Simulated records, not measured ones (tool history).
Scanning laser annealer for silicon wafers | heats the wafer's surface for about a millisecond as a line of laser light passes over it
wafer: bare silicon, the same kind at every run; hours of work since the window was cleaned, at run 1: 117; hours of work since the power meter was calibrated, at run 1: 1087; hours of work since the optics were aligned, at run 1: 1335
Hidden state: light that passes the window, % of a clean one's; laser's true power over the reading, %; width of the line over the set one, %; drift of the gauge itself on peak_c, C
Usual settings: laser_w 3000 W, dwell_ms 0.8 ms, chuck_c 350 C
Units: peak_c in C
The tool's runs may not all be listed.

run    hour  laser_w  dwell_ms  chuck_c  hours of work since the window was cleaned  hours of work since the power meter was calibrated  hours of work since the optics were aligned  peak_c
  1       0     3000       0.8      350                                         117                                                1087                                         1335    1080
  2    48.3     3000       0.8      350                                         150                                                1119                                         1367    1080
  3   101.7     3000       0.8      350                                         185                                                1154                                         1403    1079
  4   166.3     3000       0.8      350                                         228                                                1197                                         1446    1074
      196.6  -- optics aligned, line set to its width
  5   238.5     3000       0.8      387                                         273                                                1242                                           28    1104
  6   319.9     3000       0.8      350                                         328                                                1297                                           82    1066
  7   394.4     3000       0.8      350                                         377                                                1346                                          132    1058
  8   471.9     3000       0.8      350                                         429                                                1398                                          184    1059
  9   512.1     3000       0.8      350                                         456                                                1425                                          210    1058
 10   595.4     3000       0.8      338                                         511                                                1480                                          266    1040
      627.7  -- optics aligned, line set to its width, once more
      656.5  -- window over the wafer cleaned
 11     661     3000       0.8      338                                           3                                                1519                                           21    1089
 12   710.4     3000       0.8      350                                          36                                                1552                                           54    1098
 13     801     2791       0.8      350                                          96                                                1613                                          114    1043
 14   888.9     3000       0.8      350                                         155                                                1671                                          173    1092
 15   930.6     3000       0.8      350                                         183                                                1699                                          201    1087
 16   972.5     3000       0.8      350                                         211                                                1727                                          229    1089
 17  1012.2     3000       0.8      350                                         237                                                1754                                          255    1089
 18  1054.4     3000       0.8      350                                         265                                                1782                                          283    1088
 19  1136.1     3000       0.8      350                                         320                                                1836                                          338    1084
 20  1222.8     3000       0.8      350                                         378                                                1894                                          396    1075
 21  1289.1     2646       0.8      318                                         422                                                1938                                          440     956
 22  1366.1     2646       0.8      318                                         473                                                1990                                          491     951
 23  1458.9     2854     0.617      359                                         535                                                2052                                          553     966
     1479.6  -- window over the wafer cleaned
 24  1545.3     2854     0.617      359                                          44                                                2108                                          609     982
 25  1602.3     3158     0.835      359                                          82                                                2146                                          647    1154
 26  1675.8     3158     0.835      359                                         131                                                2195                                          696    1151

Run 27 comes next. What will it give?
 27  1763.4     3000     0.698      350                                         189                                                2253                                          755       ?

Run 27 gave peak_c 1036 C.
Without the tool's hidden state the same run would have given peak_c 1064 C.
